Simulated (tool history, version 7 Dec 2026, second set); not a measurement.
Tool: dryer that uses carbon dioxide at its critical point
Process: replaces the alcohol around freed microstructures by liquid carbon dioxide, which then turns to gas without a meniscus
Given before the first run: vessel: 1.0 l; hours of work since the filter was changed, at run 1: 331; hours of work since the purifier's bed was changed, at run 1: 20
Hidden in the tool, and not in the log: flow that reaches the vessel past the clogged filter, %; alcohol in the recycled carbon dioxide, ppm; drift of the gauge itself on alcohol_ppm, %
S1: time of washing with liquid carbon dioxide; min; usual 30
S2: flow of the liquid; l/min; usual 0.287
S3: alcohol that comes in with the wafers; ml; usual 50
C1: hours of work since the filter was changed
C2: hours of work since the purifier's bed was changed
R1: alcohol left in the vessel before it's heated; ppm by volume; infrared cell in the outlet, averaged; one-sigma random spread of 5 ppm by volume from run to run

run   hour  S1     S2   S3   C1   C2   R1
  1    0.0  30  0.287   50  331   20   29
  2    4.5  30  0.287   50  333   21   32
  3   13.7  30  0.287   50  336   24   29
  4   18.9  30  0.287   50  337   26   22
  5   25.2  30  0.287   53  339   28   27
  6   32.0  30  0.287   53  341   30   46
  7   38.4  30  0.287   53  343   32   35
  8   47.1  30  0.287   53  346   34   44
  9   52.5  30  0.287   53  348   36   31
 10   59.5  30  0.287   53  350   38   32
 11   65.4  30  0.287   53  352   40   35
 12   76.0  30  0.353   53  355   43   26
 13   86.0  30  0.376   53  358   47   10
 14   91.3  30  0.281   50  360   48   40
 15   97.5  20  0.281   50  362   50  318
 16  106.3  20  0.281   50  364   53  325
 17  112.9  20  0.281   50  366   55  325
 18  118.5  27  0.287   50  368   57   69
 19  123.3  30  0.287   40  370   58   38
 20  128.5  30  0.287   40  371   60   37
 21  133.8  30  0.287   40  373   61   48
 22  139.0  30  0.287   40  375   63   33
 23  144.1  43  0.287   36  376   65   27
 24  153.1  43  0.287   36  379   67   19
 25  162.9  43  0.287   36  382   71    9
 26  171.3  32  0.358   46  385   73   32
 27  178.1  47  0.287   50  387   75   21
 28  186.6  30  0.313   50  389   78   28
 29  192.4  24  0.334   27  391   80   45
 30  202.9  31  0.246  118  395   83  148
 31  210.3  40  0.266   39  397   85   24
 32  215.1  39  0.182   50  398   87  111
 33  225.7  28  0.424   48  402   90   22
 34  231.0  28  0.424   48  403   92   23
 35  238.6  27  0.375   51  406   94   28
 36  246.0  27  0.375   51  408   96   26
 37  253.6  27  0.375   51  410   99   27
 38  260.6  24  0.428   50  412  101   26
 39  268.3  24  0.428   50  415  103   27

Forecast each of these 5 alternatives for the next run:
  A  276.7  24  0.383  50  418  106   ?
  B  276.7  28  0.287  50  418  106   ?
  C  276.7  33  0.287  88  418  106   ?
  D  276.7  24  0.252  50  418  106   ?
  E  276.7  29  0.182  48  418  106   ?

run   R1
  A   40
  B   63
  C   40
  D  241
  E  513
Take away the tool's hidden state, keep each run's random variation, and the runs would have read:
run   R1
  A   13
  B   28
  C   10
  D  153
  E  364
